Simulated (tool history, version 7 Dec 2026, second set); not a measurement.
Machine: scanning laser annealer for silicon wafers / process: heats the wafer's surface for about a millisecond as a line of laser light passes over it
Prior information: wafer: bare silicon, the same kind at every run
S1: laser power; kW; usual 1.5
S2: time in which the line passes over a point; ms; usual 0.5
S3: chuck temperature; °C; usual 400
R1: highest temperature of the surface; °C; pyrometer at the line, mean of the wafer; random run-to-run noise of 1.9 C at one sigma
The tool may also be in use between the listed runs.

{"run": 1, "hour": 0.0, "S1": 1.5, "S2": 0.5, "S3": 400, "R1": 1205}
{"run": 2, "hour": 64.0, "S1": 1.618, "S2": 0.5, "S3": 400, "R1": 1275}
{"run": 3, "hour": 104.9, "S1": 1.5, "S2": 0.5, "S3": 400, "R1": 1190}
{"hour": 141.6, "done": "window over the wafer cleaned"}
{"run": 4, "hour": 152.1, "S1": 1.5, "S2": 0.5, "S3": 400, "R1": 1239}
{"run": 5, "hour": 208.4, "S1": 1.5, "S2": 0.5, "S3": 400, "R1": 1233}
{"run": 6, "hour": 253.5, "S1": 1.5, "S2": 0.5, "S3": 400, "R1": 1225}
{"run": 7, "hour": 338.2, "S1": 1.5, "S2": 0.5, "S3": 400, "R1": 1217}
{"run": 8, "hour": 391.0, "S1": 1.5, "S2": 0.5, "S3": 400, "R1": 1211}
{"run": 9, "hour": 447.6, "S1": 1.5, "S2": 0.5, "S3": 400, "R1": 1200}
{"run": 10, "hour": 537.6, "S1": 1.5, "S2": 0.5, "S3": 400, "R1": 1192}
{"run": 11, "hour": 619.5, "S1": 1.5, "S2": 0.5, "S3": 400, "R1": 1176}
{"hour": 668.8, "done": "window over the wafer cleaned"}
{"run": 12, "hour": 698.6, "S1": 1.5, "S2": 0.5, "S3": 400, "R1": 1234}
{"run": 13, "hour": 751.8, "S1": 1.5, "S2": 0.5, "S3": 400, "R1": 1228}
{"run": 14, "hour": 847.1, "S1": 1.5, "S2": 0.5, "S3": 400, "R1": 1215}
{"run": 15, "hour": 914.2, "S1": 1.5, "S2": 0.5, "S3": 400, "R1": 1210}
{"run": 16, "hour": 967.7, "S1": 1.5, "S2": 0.5, "S3": 400, "R1": 1202}
{"run": 17, "hour": 1011.5, "S1": 1.5, "S2": 0.5, "S3": 388, "R1": 1187}
{"run": 18, "hour": 1065.9, "S1": 1.5, "S2": 0.5, "S3": 388, "R1": 1176}
{"run": 19, "hour": 1129.5, "S1": 1.5, "S2": 0.5, "S3": 388, "R1": 1169}
{"hour": 1199.4, "done": "window over the wafer cleaned"}
{"run": 20, "hour": 1203.3, "S1": 1.5, "S2": 0.5, "S3": 388, "R1": 1224}
{"run": 21, "hour": 1258.9, "S1": 1.5, "S2": 0.5, "S3": 431, "R1": 1260}
{"run": 22, "hour": 1349.7, "S1": 1.5, "S2": 0.5, "S3": 431, "R1": 1249}
{"run": 23, "hour": 1446.0, "S1": 1.5, "S2": 0.486, "S3": 360, "R1": 1153}
{"run": 24, "hour": 1526.2, "S1": 1.5, "S2": 0.486, "S3": 360, "R1": 1146}
{"run": 25, "hour": 1585.0, "S1": 1.5, "S2": 0.486, "S3": 360, "R1": 1135}
{"run": 26, "hour": 1666.2, "S1": 1.569, "S2": 0.443, "S3": 400, "R1": 1170}
{"hour": 1728.3, "done": "window over the wafer cleaned"}
{"run": 27, "hour": 1766.7, "S1": 1.5, "S2": 0.5, "S3": 387, "R1": 1211}
{"run": 28, "hour": 1844.2, "S1": 1.5, "S2": 0.5, "S3": 411, "R1": 1228}
{"run": 29, "hour": 1912.0, "S1": 1.5, "S2": 0.465, "S3": 368, "R1": 1141}
{"run": 30, "hour": 1954.8, "S1": 1.343, "S2": 0.5, "S3": 423, "R1": 1120}
{"run": 31, "hour": 2023.9, "S1": 1.62, "S2": 0.593, "S3": 389, "R1": 1354}
{"hour": 2066.4, "done": "optics aligned, line set to its width"}
{"run": 32, "hour": 2097.2, "S1": 1.61, "S2": 0.353, "S3": 407, "R1": 1130}
{"run": 33, "hour": 2154.4, "S1": 1.463, "S2": 0.397, "S3": 382, "R1": 1058}
{"run": 34, "hour": 2221.0, "S1": 1.322, "S2": 0.5, "S3": 400, "R1": 1067}
{"hour": 2262.6, "done": "window over the wafer cleaned"}
{"run": 35, "hour": 2283.4, "S1": 1.322, "S2": 0.5, "S3": 400, "R1": 1120}
{"run": 36, "hour": 2341.2, "S1": 1.529, "S2": 0.491, "S3": 400, "R1": 1243}
{"run": 37, "hour": 2414.0, "S1": 1.529, "S2": 0.491, "S3": 400, "R1": 1238}
{"run": 38, "hour": 2472.0, "S1": 1.529, "S2": 0.491, "S3": 400, "R1": 1234}
{"run": 39, "hour": 2539.3, "S1": 1.522, "S2": 0.408, "S3": 437, "R1": 1175}
{"run": 40, "hour": 2611.2, "S1": 1.477, "S2": 0.412, "S3": 400, "R1": 1103}
{"run": 41, "hour": 2667.1, "S1": 1.477, "S2": 0.412, "S3": 400, "R1": 1098}

Difference, measured minus no-hidden-state, one row per run. Run-to-run variation is common to both terms; the gauge's own scatter need not be:
Hidden conditions of the tool in this case: light that passes the window, % of a clean one's; laser's true power over the reading, %; width of the line over the set one, %; drift of the gauge itself on peak_c, C.
run=1 R1=-37
run=2 R1=-50
run=3 R1=-51
run=4 R1=-1
run=5 R1=-8
run=6 R1=-14
run=7 R1=-24
run=8 R1=-31
run=9 R1=-38
run=10 R1=-50
run=11 R1=-62
run=12 R1=-5
run=13 R1=-12
run=14 R1=-24
run=15 R1=-33
run=16 R1=-39
run=17 R1=-46
run=18 R1=-53
run=19 R1=-61
run=20 R1=-5
run=21 R1=-13
run=22 R1=-23
run=23 R1=-35
run=24 R1=-45
run=25 R1=-51
run=26 R1=-62
run=27 R1=-14
run=28 R1=-25
run=29 R1=-31
run=30 R1=-33
run=31 R1=-57
run=32 R1=-34
run=33 R1=-38
run=34 R1=-45
run=35 R1=+2
run=36 R1=-7
run=37 R1=-15
run=38 R1=-22
run=39 R1=-28
run=40 R1=-35
run=41 R1=-42
